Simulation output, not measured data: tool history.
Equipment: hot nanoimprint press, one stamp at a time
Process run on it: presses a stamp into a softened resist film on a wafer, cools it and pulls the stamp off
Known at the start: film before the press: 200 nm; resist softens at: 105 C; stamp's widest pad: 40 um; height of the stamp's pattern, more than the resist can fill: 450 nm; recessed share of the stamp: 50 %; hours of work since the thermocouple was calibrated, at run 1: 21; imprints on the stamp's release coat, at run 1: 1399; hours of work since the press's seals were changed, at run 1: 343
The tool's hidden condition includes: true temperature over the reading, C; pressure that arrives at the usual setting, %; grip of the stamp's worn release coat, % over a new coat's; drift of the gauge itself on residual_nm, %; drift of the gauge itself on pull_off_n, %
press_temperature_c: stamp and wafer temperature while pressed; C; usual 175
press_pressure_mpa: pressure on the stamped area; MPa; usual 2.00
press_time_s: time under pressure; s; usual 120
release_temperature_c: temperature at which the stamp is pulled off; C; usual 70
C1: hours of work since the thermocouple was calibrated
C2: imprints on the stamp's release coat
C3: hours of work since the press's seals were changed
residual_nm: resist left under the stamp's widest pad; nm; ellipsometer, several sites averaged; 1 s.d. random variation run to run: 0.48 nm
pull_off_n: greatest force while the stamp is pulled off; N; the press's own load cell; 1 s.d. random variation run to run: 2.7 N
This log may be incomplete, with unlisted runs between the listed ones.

Run 1, day 0.000: usual settings; C1 21; C2 1399; C3 343. Result: residual_nm 86.5 nm, pull_off_n 160 N.
Run 2, day 1.988: usual settings but press_pressure_mpa 2.01 MPa; C1 56; C2 1581; C3 377. Result: residual_nm 85.3 nm, pull_off_n 162 N.
At day 3.788: stamp cleaned and given a new release coat.
Run 3, day 5.008: usual settings but press_pressure_mpa 2.01 MPa; C1 103; C2 111; C3 425. Result: residual_nm 85.3 nm, pull_off_n 134 N.
Run 4, day 7.908: usual settings but press_pressure_mpa 2.01 MPa; C1 153; C2 378; C3 475. Result: residual_nm 84.3 nm, pull_off_n 132 N.
Run 5, day 10.871: usual settings but press_pressure_mpa 2.01 MPa; C1 204; C2 649; C3 526. Result: residual_nm 83.9 nm, pull_off_n 139 N.
Run 6, day 12.200: usual settings but press_pressure_mpa 1.81 MPa; C1 227; C2 771; C3 549. Result: residual_nm 86.9 nm, pull_off_n 140 N.
Run 7, day 14.783: usual settings but press_pressure_mpa 1.81 MPa; C1 272; C2 1008; C3 594. Result: residual_nm 85.8 nm, pull_off_n 144 N.
Run 8, day 16.496: usual settings but press_pressure_mpa 1.81 MPa; C1 301; C2 1165; C3 623. Result: residual_nm 86.4 nm, pull_off_n 147 N.
At day 16.850: plate thermocouple calibrated.
Run 9, day 19.267: usual settings but press_pressure_mpa 1.81 MPa; C1 42; C2 1408; C3 669. Result: residual_nm 83.6 nm, pull_off_n 152 N.
Run 10, day 21.542: usual settings but press_pressure_mpa 1.81 MPa; C1 81; C2 1616; C3 708. Result: residual_nm 82.7 nm, pull_off_n 161 N.
At day 23.033: stamp cleaned and given a new release coat.
Run 11, day 23.033: usual settings but press_pressure_mpa 1.81 MPa; C1 102; C2 0; C3 729. Result: residual_nm 82.5 nm, pull_off_n 123 N.
Run 12, day 25.829: usual settings but press_temperature_c 173 C, press_pressure_mpa 1.81 MPa; C1 150; C2 257; C3 777. Result: residual_nm 90.1 nm, pull_off_n 128 N.
Run 13, day 27.412: usual settings; C1 178; C2 402; C3 805. Result: residual_nm 78.5 nm, pull_off_n 129 N.
Run 14, day 30.271: usual settings but press_pressure_mpa 2.29 MPa; C1 227; C2 664; C3 854. Result: residual_nm 73.7 nm, pull_off_n 135 N.
Run 15, day 32.650: usual settings but press_pressure_mpa 2.29 MPa; C1 268; C2 882; C3 895. Result: residual_nm 72.9 nm, pull_off_n 138 N.
At day 33.379: plate thermocouple calibrated, once more.
Run 16, day 34.329: usual settings but press_pressure_mpa 2.39 MPa; C1 16; C2 1025; C3 922. Result: residual_nm 80.4 nm, pull_off_n 145 N.
Run 17, day 36.662: usual settings but release_temperature_c 69 C; C1 57; C2 1239; C3 962. Result: residual_nm 87.4 nm, pull_off_n 157 N.
Run 18, day 38.312: usual settings but press_temperature_c 180 C, press_pressure_mpa 1.85 MPa, press_time_s 140 s, release_temperature_c 61 C; C1 85; C2 1390; C3 990. Result: residual_nm 67.7 nm, pull_off_n 175 N.
At day 39.829: press's hydraulic seals changed and the load cell set to zero.
Run 19, day 39.942: usual settings but press_temperature_c 180 C, press_pressure_mpa 1.28 MPa, press_time_s 75 s, release_temperature_c 72 C; C1 107; C2 1509; C3 2. Result: residual_nm 99.3 nm, pull_off_n 146 N.
At day 42.429: stamp cleaned and given a new release coat.
Run 20, day 42.812: usual settings but press_temperature_c 180 C, press_pressure_mpa 1.28 MPa, press_time_s 75 s, release_temperature_c 72 C; C1 152; C2 36; C3 47. Result: residual_nm 98.2 nm, pull_off_n 122 N.
Run 21, day 44.104: usual settings but press_temperature_c 180 C, press_pressure_mpa 1.28 MPa, press_time_s 75 s, release_temperature_c 72 C; C1 175; C2 154; C3 69. Result: residual_nm 98.0 nm, pull_off_n 122 N.
Run 22, day 45.917: usual settings but press_temperature_c 180 C, press_pressure_mpa 1.28 MPa, press_time_s 75 s, release_temperature_c 72 C; C1 206; C2 320; C3 101. Result: residual_nm 98.4 nm, pull_off_n 124 N.
Run 23, day 48.338: usual settings but press_temperature_c 180 C, press_pressure_mpa 1.28 MPa, press_time_s 75 s, release_temperature_c 72 C; C1 248; C2 542; C3 142. Result: residual_nm 96.5 nm, pull_off_n 133 N.
Run 24, day 49.738: usual settings but press_temperature_c 180 C, press_pressure_mpa 1.28 MPa, press_time_s 75 s, release_temperature_c 72 C; C1 272; C2 671; C3 166. Result: residual_nm 97.6 nm, pull_off_n 133 N.
Run 25, day 50.958: usual settings but press_pressure_mpa 1.67 MPa, release_temperature_c 76 C; C1 293; C2 783; C3 187. Result: residual_nm 89.0 nm, pull_off_n 129 N.
Run 26, day 53.558: usual settings but press_pressure_mpa 2.21 MPa, press_time_s 177 s, release_temperature_c 76 C; C1 338; C2 1021; C3 232. Result: residual_nm 66.6 nm, pull_off_n 136 N.
At day 55.312: plate thermocouple calibrated.
Run 27, day 55.717: usual settings but press_pressure_mpa 2.21 MPa, press_time_s 177 s, release_temperature_c 76 C; C1 7; C2 1207; C3 267. Result: residual_nm 70.0 nm, pull_off_n 143 N.
Run 28, day 58.042: usual settings but press_temperature_c 169 C, press_pressure_mpa 1.32 MPa, press_time_s 64 s; C1 47; C2 1421; C3 307. Result: residual_nm 149.6 nm, pull_off_n 157 N.

Hidden condition of the tool, last listed run before each entry between runs versus first listed run after:
In the gap between runs 2 and 3: stamp cleaned and given a new release coat (day 3.788)
  true temperature over the reading, C: 0.15 -> 0.34; pressure that arrives at the usual setting, %: 97.59 -> 97.29; grip of the stamp's worn release coat, % over a new coat's: 30.2 -> 2
  difference, measured minus the result without the unlogged condition, residual_nm: +0.4 -> -0.2 nm; pull_off_n: +37 -> +2 N
In the gap between runs 8 and 9: plate thermocouple calibrated (day 16.850)
  true temperature over the reading, C: 1.1 -> 1.92; pressure that arrives at the usual setting, %: 96.08 -> 95.78; grip of the stamp's worn release coat, % over a new coat's: 21.9 -> 26.7
  difference, measured minus the result without the unlogged condition, residual_nm: -2.8 -> -5.7 nm; pull_off_n: +25 -> +29 N
In the gap between runs 10 and 11: stamp cleaned and given a new release coat (day 23.033)
  true temperature over the reading, C: 2.06 -> 2.14; pressure that arrives at the usual setting, %: 95.53 -> 95.39; grip of the stamp's worn release coat, % over a new coat's: 30.9 -> 0
  difference, measured minus the result without the unlogged condition, residual_nm: -6.1 -> -6.3 nm; pull_off_n: +35 -> -3 N
In the gap between runs 15 and 16: plate thermocouple calibrated, once more (day 33.379)
  true temperature over the reading, C: 2.8 -> 0.02; pressure that arrives at the usual setting, %: 94.32 -> 94.14; grip of the stamp's worn release coat, % over a new coat's: 16.5 -> 19.2
  difference, measured minus the result without the unlogged condition, residual_nm: -7.2 -> +2.6 nm; pull_off_n: +16 -> +24 N
In the gap between runs 18 and 19: press's hydraulic seals changed and the load cell set to zero (day 39.829)
  true temperature over the reading, C: 0.3 -> 0.38; pressure that arrives at the usual setting, %: 93.71 -> 100.01; grip of the stamp's worn release coat, % over a new coat's: 26.4 -> 28.7
  difference, measured minus the result without the unlogged condition, residual_nm: +1.0 -> -1.5 nm; pull_off_n: +36 -> +33 N
In the gap between runs 19 and 20: stamp cleaned and given a new release coat (day 42.429)
  true temperature over the reading, C: 0.38 -> 0.56; pressure that arrives at the usual setting, %: 100.01 -> 99.71; grip of the stamp's worn release coat, % over a new coat's: 28.7 -> 0.7
  difference, measured minus the result without the unlogged condition, residual_nm: -1.5 -> -2.1 nm; pull_off_n: +33 -> +0 N
In the gap between runs 26 and 27: plate thermocouple calibrated (day 55.312)
  true temperature over the reading, C: 1.29 -> -0.07; pressure that arrives at the usual setting, %: 98.57 -> 98.34; grip of the stamp's worn release coat, % over a new coat's: 19.1 -> 22.8
  difference, measured minus the result without the unlogged condition, residual_nm: -3.6 -> +0.9 nm; pull_off_n: +20 -> +27 N
